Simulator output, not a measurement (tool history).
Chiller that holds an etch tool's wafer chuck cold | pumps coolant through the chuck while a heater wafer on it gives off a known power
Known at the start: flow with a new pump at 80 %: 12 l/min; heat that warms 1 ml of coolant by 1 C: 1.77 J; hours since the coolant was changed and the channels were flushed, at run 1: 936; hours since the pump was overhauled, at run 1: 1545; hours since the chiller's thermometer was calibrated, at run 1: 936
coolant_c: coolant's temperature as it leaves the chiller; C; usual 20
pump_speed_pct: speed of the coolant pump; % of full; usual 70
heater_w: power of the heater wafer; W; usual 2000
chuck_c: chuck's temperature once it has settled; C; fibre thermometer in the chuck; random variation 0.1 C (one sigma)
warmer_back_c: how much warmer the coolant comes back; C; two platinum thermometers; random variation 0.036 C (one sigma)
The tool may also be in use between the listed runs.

run,hour,coolant_c,pump_speed_pct,heater_w,hours since the coolant was changed and the channels were flushed,hours since the pump was overhauled,hours since the chiller's thermometer was calibrated,chuck_c,warmer_back_c
1,0,20,70,2000,936,1545,936,40,6.74
2,219.8,20,70,2000,1156,1765,1156,40.3,6.69
3,438.3,20,70,2000,1375,1983,1375,40.4,6.81
4,650.2,20,70,2000,1587,2195,1587,40.7,6.8
5,826.7,20,70,2000,1763,2372,1763,40.9,6.82
6,942.6,20,70,1942,1879,2487,1879,40.3,6.6
7,1124.7,20,70,1942,2061,2670,2061,40.5,6.68
8,1272.4,20,70,1942,2209,2817,2209,40.6,6.69
9,1371.8,20,70,1942,2308,2917,2308,40.7,6.7
10,1476.6,20,70,1942,2413,3021,2413,40.9,6.68
11,1658.3,20,70,1942,2595,3203,2595,41.1,6.78
12,1749.3,10,70,2000,2686,3294,2686,31.6,6.94
13,1912.8,10,70,2000,2849,3458,2849,32,6.96
# hour 1979.4: chiller's thermometer calibrated
14,2121.9,10,70,2000,3057,3666,143,31.9,7.03
15,2280.5,10,70,2000,3216,3824,301,31.9,7.11
16,2502.2,10,70,2000,3438,4046,523,32.2,7.12
17,2626.4,10,70,2000,3562,4170,647,32.5,7.17
18,2741.8,20,96,1292,3677,4286,762,31.2,3.35
19,2884.7,21,70,2558,3820,4429,905,50,9.16
20,3059.1,13,90,1024,3995,4603,1080,22.6,2.86
21,3202.4,10,63,1520,4138,4746,1223,29.2,6.1
22,3385,10,63,1520,4320,4929,1406,29.5,6.15
23,3491.4,10,63,1520,4427,5035,1512,29.6,6.16
# hour 3603: coolant pump overhauled
24,3651.7,14,70,1617,4582,49,1667,31.4,5.18
25,3833.2,12,96,2000,4764,230,1849,28.5,4.71
26,3982.3,12,96,2000,4913,379,1998,28.5,4.65
27,4155.1,16,96,2000,5085,552,2171,32.8,4.75
28,4345.6,16,96,2208,5276,743,2361,34.6,5.2
29,4568.4,16,60,2820,5499,965,2584,51.7,10.87
30,4699.3,16,93,1540,5630,1096,2715,29.6,3.77
# hour 4759.5: coolant changed, channels flushed
31,4877.7,16,93,1540,118,1269,2887,28.1,3.76
# hour 4918.4: chiller's thermometer calibrated
32,4978,13,91,2000,217,1368,60,28.6,5.14

3 ways to go on from here, each from the tool as it stands after run 32. What would each give?
A,5154.5,30,86,1536,394,1545,236,?,?
B,5154.5,13,96,2000,394,1545,236,?,?
C,5154.5,20,68,2000,394,1545,236,?,?

run,chuck_c,warmer_back_c
A,42.8,4.12
B,27.8,4.81
C,40.2,6.88
Without the tool's hidden state the same runs would have given:
run,chuck_c,warmer_back_c
A,42.3,3.99
B,27.2,4.65
C,39.4,6.66
